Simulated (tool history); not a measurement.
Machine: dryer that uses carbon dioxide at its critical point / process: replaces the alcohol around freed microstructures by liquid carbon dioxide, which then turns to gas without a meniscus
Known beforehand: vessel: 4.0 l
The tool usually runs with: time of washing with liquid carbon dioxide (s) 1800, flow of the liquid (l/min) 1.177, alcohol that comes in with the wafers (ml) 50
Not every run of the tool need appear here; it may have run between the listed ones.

| run | hour | time of washing with liquid carbon dioxide (s) | flow of the liquid (l/min) | alcohol that comes in with the wafers (ml) | alcohol left in the vessel before it's heated (ppm by volume) |
|---|---|---|---|---|---|
| 1 | 0 | 1800 | 1.177 | 50 | 22 |
| 2 | 6.4 | 1800 | 1.177 | 50 | 24 |
| 3 | 11.9 | 1800 | 1.177 | 82 | 40 |
| 4 | 18.7 | 1800 | 1.177 | 82 | 34 |
| 5 | 24 | 1800 | 1.177 | 82 | 53 |
| 6 | 30.4 | 1800 | 1.177 | 82 | 38 |
| 7 | 42.4 | 1800 | 1.177 | 82 | 41 |
| 8 | 51.7 | 1800 | 1.177 | 82 | 41 |
| 9 | 60.5 | 1800 | 1.177 | 82 | 55 |
| 10 | 70.1 | 1800 | 1.177 | 41 | 42 |
| 11 | 77.4 | 1800 | 1.177 | 41 | 34 |
| 12 | 83.3 | 2460 | 1.177 | 50 | 27 |
| 13 | 89.9 | 2460 | 1.177 | 114 | 22 |
| 14 | 100.2 | 1380 | 0.88 | 34 | 199 |
| 15 | 105.8 | 1260 | 0.85 | 42 | 396 |
| 16 | 113.6 | 1260 | 0.85 | 42 | 399 |
| 17 | 119 | 1560 | 1.28 | 29 | 41 |
| 18 | 126.9 | 1560 | 1.28 | 29 | 41 |
| 19 | 134.8 | 1560 | 1.28 | 80 | 71 |
| 20 | 140.9 | 1320 | 1.28 | 112 | 184 |
| 21 | 149.2 | 1320 | 1.28 | 112 | 206 |
| 22 | 154.7 | 1500 | 0.84 | 62 | 343 |
| 23 | 162.2 | 2700 | 0.83 | 118 | 80 |
| 24 | 173.2 | 2700 | 1.73 | 29 | 41 |
| 25 | 184.9 | 1140 | 1.82 | 56 | 65 |

Table of differences, measured result less the result of that run with no hidden state. Run-to-run variation is the same in both. Gauge scatter possibly is not:
What the log doesn't record here: flow that reaches the vessel past the clogged filter, %; alcohol in the recycled carbon dioxide, ppm; drift of the gauge itself on alcohol_ppm, %.
| run | alcohol left in the vessel before it's heated (ppm by volume) |
|---|---|
| 1 | +11 |
| 2 | +13 |
| 3 | +17 |
| 4 | +18 |
| 5 | +18 |
| 6 | +20 |
| 7 | +22 |
| 8 | +23 |
| 9 | +25 |
| 10 | +23 |
| 11 | +24 |
| 12 | +20 |
| 13 | +22 |
| 14 | +63 |
| 15 | +104 |
| 16 | +104 |
| 17 | +30 |
| 18 | +32 |
| 19 | +44 |
| 20 | +82 |
| 21 | +88 |
| 22 | +117 |
| 23 | +44 |
| 24 | +32 |
| 25 | +47 |
